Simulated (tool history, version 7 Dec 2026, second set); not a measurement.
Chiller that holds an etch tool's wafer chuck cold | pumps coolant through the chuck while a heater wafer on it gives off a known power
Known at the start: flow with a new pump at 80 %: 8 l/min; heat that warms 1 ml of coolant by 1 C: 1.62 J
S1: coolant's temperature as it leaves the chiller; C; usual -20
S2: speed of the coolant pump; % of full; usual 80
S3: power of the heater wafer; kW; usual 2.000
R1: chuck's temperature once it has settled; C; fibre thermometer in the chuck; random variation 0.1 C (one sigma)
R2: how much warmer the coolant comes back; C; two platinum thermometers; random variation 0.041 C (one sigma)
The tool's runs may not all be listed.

{"run": 1, "hour": 0.0, "S1": -20, "S2": 80, "S3": 2.0, "R1": -3.1, "R2": 9.64}
{"run": 2, "hour": 81.0, "S1": -20, "S2": 75, "S3": 2.0, "R1": -2.3, "R2": 10.36}
{"run": 3, "hour": 162.7, "S1": -28, "S2": 80, "S3": 2.0, "R1": -11.0, "R2": 9.61}
{"run": 4, "hour": 233.6, "S1": -28, "S2": 80, "S3": 2.0, "R1": -11.2, "R2": 9.65}
{"run": 5, "hour": 284.1, "S1": -28, "S2": 80, "S3": 2.0, "R1": -11.2, "R2": 9.7}
{"run": 6, "hour": 342.3, "S1": -28, "S2": 80, "S3": 2.0, "R1": -11.1, "R2": 9.66}
{"run": 7, "hour": 380.6, "S1": -28, "S2": 80, "S3": 2.0, "R1": -11.1, "R2": 9.73}
{"run": 8, "hour": 459.6, "S1": -20, "S2": 80, "S3": 2.0, "R1": -3.0, "R2": 9.66}
{"run": 9, "hour": 507.9, "S1": -20, "S2": 80, "S3": 2.0, "R1": -3.1, "R2": 9.71}
{"run": 10, "hour": 569.3, "S1": -20, "S2": 80, "S3": 2.0, "R1": -3.2, "R2": 9.77}
{"run": 11, "hour": 651.2, "S1": -20, "S2": 80, "S3": 2.0, "R1": -3.1, "R2": 9.82}
{"run": 12, "hour": 694.3, "S1": -20, "S2": 80, "S3": 2.0, "R1": -3.0, "R2": 9.75}
{"run": 13, "hour": 748.5, "S1": -20, "S2": 80, "S3": 2.0, "R1": -3.0, "R2": 9.74}
{"run": 14, "hour": 811.5, "S1": -20, "S2": 80, "S3": 2.0, "R1": -2.9, "R2": 9.7}
{"run": 15, "hour": 852.4, "S1": -20, "S2": 80, "S3": 2.0, "R1": -3.1, "R2": 9.76}
{"run": 16, "hour": 927.1, "S1": -20, "S2": 80, "S3": 2.0, "R1": -3.0, "R2": 9.81}
{"run": 17, "hour": 1004.5, "S1": -12, "S2": 65, "S3": 2.646, "R1": 15.2, "R2": 16.04}
{"run": 18, "hour": 1076.2, "S1": -14, "S2": 80, "S3": 1.693, "R1": 0.4, "R2": 8.29}
{"run": 19, "hour": 1154.6, "S1": -17, "S2": 80, "S3": 1.344, "R1": -5.5, "R2": 6.58}
{"run": 20, "hour": 1228.5, "S1": -17, "S2": 80, "S3": 2.766, "R1": 6.8, "R2": 13.62}
{"run": 21, "hour": 1264.2, "S1": -17, "S2": 86, "S3": 1.685, "R1": -3.6, "R2": 7.69}
{"run": 22, "hour": 1338.5, "S1": -17, "S2": 86, "S3": 1.685, "R1": -3.7, "R2": 7.69}
{"run": 23, "hour": 1401.3, "S1": -20, "S2": 94, "S3": 1.697, "R1": -7.4, "R2": 7.12}
{"run": 24, "hour": 1457.9, "S1": -28, "S2": 62, "S3": 2.834, "R1": 2.7, "R2": 18.22}
{"run": 25, "hour": 1507.3, "S1": -28, "S2": 62, "S3": 2.834, "R1": 2.5, "R2": 18.11}
{"run": 26, "hour": 1547.6, "S1": -12, "S2": 80, "S3": 2.0, "R1": 5.1, "R2": 9.9}
{"run": 27, "hour": 1632.4, "S1": -12, "S2": 80, "S3": 1.991, "R1": 5.2, "R2": 9.85}
{"run": 28, "hour": 1718.0, "S1": -16, "S2": 98, "S3": 2.296, "R1": 0.5, "R2": 9.25}
{"run": 29, "hour": 1801.4, "S1": -16, "S2": 98, "S3": 2.296, "R1": 0.6, "R2": 9.21}
{"run": 30, "hour": 1871.0, "S1": -16, "S2": 63, "S3": 1.193, "R1": -3.5, "R2": 7.61}
{"run": 31, "hour": 1930.6, "S1": -15, "S2": 80, "S3": 1.527, "R1": -2.1, "R2": 7.61}
{"run": 32, "hour": 2009.5, "S1": -15, "S2": 80, "S3": 1.527, "R1": -1.8, "R2": 7.57}

Hidden state or all else? Some run-to-run changes of R1, split into what the settings, what came in and random variation would give without the hidden state, and what is left for the hidden state (with any gauge scatter that isn't in both results):
The hidden state here: heat passed by the chuck's channels, % of clean ones'; flow at a given pump speed, % of a new pump's; coolant's true temperature over the reading, C; drift of the gauge itself on chuck_c, C; drift of the gauge itself on warmer_back_c, C.
Run 16 -> 17: S1 -20 -> -12, S2 80 -> 65, S3 2.000 -> 2.646. R1 +18.2 C: hidden state +0.8, all else +17.4.
Run 17 -> 18: S1 -12 -> -14, S2 65 -> 80, S3 2.646 -> 1.693. R1 -14.8 C: hidden state -0.9, all else -13.9.
Run 19 -> 20: S3 1.344 -> 2.766. R1 +12.3 C: hidden state +0.9, all else +11.4.
Run 23 -> 24: S1 -20 -> -28, S2 94 -> 62, S3 1.697 -> 2.834. R1 +10.1 C: hidden state +1.4, all else +8.7.
Run 25 -> 26: S1 -28 -> -12, S2 62 -> 80, S3 2.834 -> 2.000. R1 +2.6 C: hidden state -1.0, all else +3.6.
